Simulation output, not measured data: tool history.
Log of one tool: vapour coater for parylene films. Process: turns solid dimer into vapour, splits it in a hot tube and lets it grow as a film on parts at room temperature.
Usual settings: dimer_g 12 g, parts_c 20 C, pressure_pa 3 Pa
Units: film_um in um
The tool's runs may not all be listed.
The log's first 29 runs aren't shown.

run,hour,dimer_g,parts_c,pressure_pa,film_um
30,1822.7,12,18,2.25,7.75
31,1879.7,12,12,4.12,7.85
32,1920.5,17,23,8.42,8.09
# hour 1964.8: trap's valve overhauled
33,2001.7,6,20,5.23,3.26
34,2049.4,12,20,8.48,6.07
35,2123.4,12,20,8.48,6.1
36,2179.5,10,18,3.16,6.07
37,2243.3,5,14,11.02,2.75
38,2301.6,20,20,3,11.81
39,2353,9,24,9.52,4.11
40,2396.2,17,32,6.29,6.97
41,2483.2,17,32,6.29,7.09
42,2553.6,12,29,3,5.96
43,2601.6,12,14,3,7.83

Forecast each of these 5 alternatives for the next run:
# hour 2620.5: trap's valve overhauled
A,2682.1,6,16,2.19,?
# hour 2620.5: trap's valve overhauled
B,2682.1,12,20,6.37,?
# hour 2620.5: trap's valve overhauled
C,2682.1,14,22,6.68,?
# hour 2620.5: trap's valve overhauled
D,2682.1,7,29,8.62,?
# hour 2620.5: trap's valve overhauled
E,2682.1,12,20,3.44,?

run,film_um
A,4
B,6.28
C,7.01
D,2.94
E,6.95
Without the tool's hidden state the same runs would have given:
run,film_um
A,4
B,6.28
C,7.01
D,2.95
E,6.96

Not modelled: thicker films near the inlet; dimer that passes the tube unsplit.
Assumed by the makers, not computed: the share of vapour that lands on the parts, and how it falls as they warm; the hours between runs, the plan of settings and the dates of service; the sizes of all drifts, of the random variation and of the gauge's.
